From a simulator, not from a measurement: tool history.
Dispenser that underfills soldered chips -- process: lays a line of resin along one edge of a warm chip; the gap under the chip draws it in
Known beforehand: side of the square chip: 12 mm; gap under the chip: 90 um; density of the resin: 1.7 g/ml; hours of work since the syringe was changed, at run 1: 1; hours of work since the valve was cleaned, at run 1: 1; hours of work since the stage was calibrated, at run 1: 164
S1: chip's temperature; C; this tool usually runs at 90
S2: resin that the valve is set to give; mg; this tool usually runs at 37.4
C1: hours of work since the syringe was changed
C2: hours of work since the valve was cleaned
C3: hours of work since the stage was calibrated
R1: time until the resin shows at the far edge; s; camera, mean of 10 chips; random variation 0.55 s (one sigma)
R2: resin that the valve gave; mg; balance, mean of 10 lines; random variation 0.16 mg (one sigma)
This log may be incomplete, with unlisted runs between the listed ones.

run,hour,S1,S2,C1,C2,C3,R1,R2
1,0,90,37.4,1,1,164,50.8,37.47
2,5.4,90,37.4,5,5,168,72.4,37
3,12.8,90,37.4,10,10,173,110.4,37.12
# hour 15.6: new syringe of resin
4,20,90,37.4,3,15,178,62,37.01
5,25.4,90,37.4,7,18,181,87.4,37.1
6,30.2,90,37.4,10,22,185,114.3,37.02
# hour 32: new syringe of resin
7,34.3,90,32.4,2,24,187,54.3,31.71
8,41.4,78,32.4,7,29,192,126.5,31.68
9,44.6,79,38.6,9,31,195,145.4,37.68
# hour 48.6: new syringe of resin
10,51.3,105,47.1,2,36,199,35.3,46.04

Here are 4 independent what-if runs from the current tool condition. What would each one return?
A,56,88,37.8,5,39,202,?,?
B,56,105,38.5,5,39,202,?,?
C,56,97,41.4,5,39,202,?,?
D,56,95,40.5,5,39,202,?,?

run,R1,R2
A,81,36.74
B,48.4,37.48
C,61.4,40.16
D,65.2,39.26
Without the tool's unlogged condition, the same runs would have read:
run,R1,R2
A,49.2,37.62
B,29.4,38.38
C,37.4,41.13
D,39.6,40.21
